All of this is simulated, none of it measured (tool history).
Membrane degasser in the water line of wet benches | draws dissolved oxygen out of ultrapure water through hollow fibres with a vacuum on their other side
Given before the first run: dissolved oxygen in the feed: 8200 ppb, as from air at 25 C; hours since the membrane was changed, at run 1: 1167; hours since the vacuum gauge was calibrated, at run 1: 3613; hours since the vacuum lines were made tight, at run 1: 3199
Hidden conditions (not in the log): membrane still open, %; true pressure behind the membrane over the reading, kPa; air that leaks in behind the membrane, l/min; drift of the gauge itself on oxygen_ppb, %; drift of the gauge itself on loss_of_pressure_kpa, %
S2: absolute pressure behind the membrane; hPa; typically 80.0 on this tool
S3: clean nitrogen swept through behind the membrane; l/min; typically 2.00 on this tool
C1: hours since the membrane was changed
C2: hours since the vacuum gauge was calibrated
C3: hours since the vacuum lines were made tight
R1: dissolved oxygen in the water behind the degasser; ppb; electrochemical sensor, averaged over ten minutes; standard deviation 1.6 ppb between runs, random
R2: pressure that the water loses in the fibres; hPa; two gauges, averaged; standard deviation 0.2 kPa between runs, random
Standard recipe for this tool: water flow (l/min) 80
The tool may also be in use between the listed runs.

{"run": 1, "hour": 0.0, "water flow (l/min)": 80, "S2": 80.0, "S3": 2.0, "C1": 1167, "C2": 3613, "C3": 3199, "R1": 388.5, "R2": 445.3}
{"run": 2, "hour": 48.5, "water flow (l/min)": 96, "S2": 80.0, "S3": 2.0, "C1": 1215, "C2": 3661, "C3": 3248, "R1": 447.1, "R2": 531.8}
{"run": 3, "hour": 102.8, "water flow (l/min)": 102, "S2": 80.0, "S3": 2.0, "C1": 1270, "C2": 3716, "C3": 3302, "R1": 470.0, "R2": 569.4}
{"run": 4, "hour": 166.2, "water flow (l/min)": 102, "S2": 137.8, "S3": 2.0, "C1": 1333, "C2": 3779, "C3": 3366, "R1": 961.5, "R2": 572.0}
{"run": 5, "hour": 201.5, "water flow (l/min)": 80, "S2": 80.0, "S3": 1.21, "C1": 1368, "C2": 3814, "C3": 3401, "R1": 558.6, "R2": 445.3}
{"run": 6, "hour": 247.3, "water flow (l/min)": 80, "S2": 80.0, "S3": 1.21, "C1": 1414, "C2": 3860, "C3": 3447, "R1": 560.6, "R2": 443.7}
{"run": 7, "hour": 324.8, "water flow (l/min)": 80, "S2": 80.0, "S3": 1.21, "C1": 1492, "C2": 3938, "C3": 3524, "R1": 554.6, "R2": 448.1}
{"run": 8, "hour": 359.4, "water flow (l/min)": 80, "S2": 80.0, "S3": 1.21, "C1": 1526, "C2": 3972, "C3": 3559, "R1": 557.0, "R2": 445.8}
{"run": 9, "hour": 436.1, "water flow (l/min)": 80, "S2": 80.0, "S3": 1.21, "C1": 1603, "C2": 4049, "C3": 3635, "R1": 555.9, "R2": 450.8}
{"run": 10, "hour": 490.1, "water flow (l/min)": 80, "S2": 80.0, "S3": 1.21, "C1": 1657, "C2": 4103, "C3": 3689, "R1": 557.0, "R2": 448.7}
{"run": 11, "hour": 538.3, "water flow (l/min)": 79, "S2": 80.0, "S3": 1.21, "C1": 1705, "C2": 4151, "C3": 3738, "R1": 553.9, "R2": 440.6}
{"run": 12, "hour": 600.0, "water flow (l/min)": 80, "S2": 80.0, "S3": 0.88, "C1": 1767, "C2": 4213, "C3": 3799, "R1": 685.9, "R2": 446.7}
{"run": 13, "hour": 672.1, "water flow (l/min)": 80, "S2": 80.0, "S3": 2.0, "C1": 1839, "C2": 4285, "C3": 3871, "R1": 391.1, "R2": 448.8}
{"run": 14, "hour": 746.3, "water flow (l/min)": 80, "S2": 80.0, "S3": 2.0, "C1": 1913, "C2": 4359, "C3": 3946, "R1": 387.4, "R2": 447.5}
{"run": 15, "hour": 793.8, "water flow (l/min)": 80, "S2": 80.0, "S3": 3.0, "C1": 1961, "C2": 4407, "C3": 3993, "R1": 283.8, "R2": 446.0}
{"run": 16, "hour": 866.9, "water flow (l/min)": 80, "S2": 80.0, "S3": 2.0, "C1": 2034, "C2": 4480, "C3": 4066, "R1": 389.0, "R2": 443.7}
{"run": 17, "hour": 917.4, "water flow (l/min)": 83, "S2": 80.7, "S3": 2.0, "C1": 2084, "C2": 4530, "C3": 4117, "R1": 407.7, "R2": 464.5}
{"run": 18, "hour": 959.7, "water flow (l/min)": 83, "S2": 80.7, "S3": 2.0, "C1": 2127, "C2": 4572, "C3": 4159, "R1": 406.3, "R2": 462.2}
{"run": 19, "hour": 1013.5, "water flow (l/min)": 80, "S2": 171.8, "S3": 3.58, "C1": 2180, "C2": 4626, "C3": 4213, "R1": 653.2, "R2": 449.0}
{"run": 20, "hour": 1065.3, "water flow (l/min)": 62, "S2": 58.2, "S3": 1.78, "C1": 2232, "C2": 4678, "C3": 4265, "R1": 198.6, "R2": 345.5}
{"run": 21, "hour": 1116.8, "water flow (l/min)": 80, "S2": 80.0, "S3": 0.9, "C1": 2284, "C2": 4730, "C3": 4316, "R1": 676.6, "R2": 449.0}
{"run": 22, "hour": 1176.3, "water flow (l/min)": 80, "S2": 80.0, "S3": 0.9, "C1": 2343, "C2": 4789, "C3": 4376, "R1": 676.8, "R2": 444.8}

Estimate the outcome of run 23 from the log above:
{"run": 23, "hour": 1232.4, "water flow (l/min)": 80, "S2": 80.0, "S3": 0.9, "C1": 2399, "C2": 4845, "C3": 4432, "R1": "?", "R2": "?"}

Run 23 yielded R1 676.0 ppb, R2 447.5 hPa.
The same run, on a tool lacking any hidden state, would have yielded R1 656.8 ppb, R2 441.9 hPa.
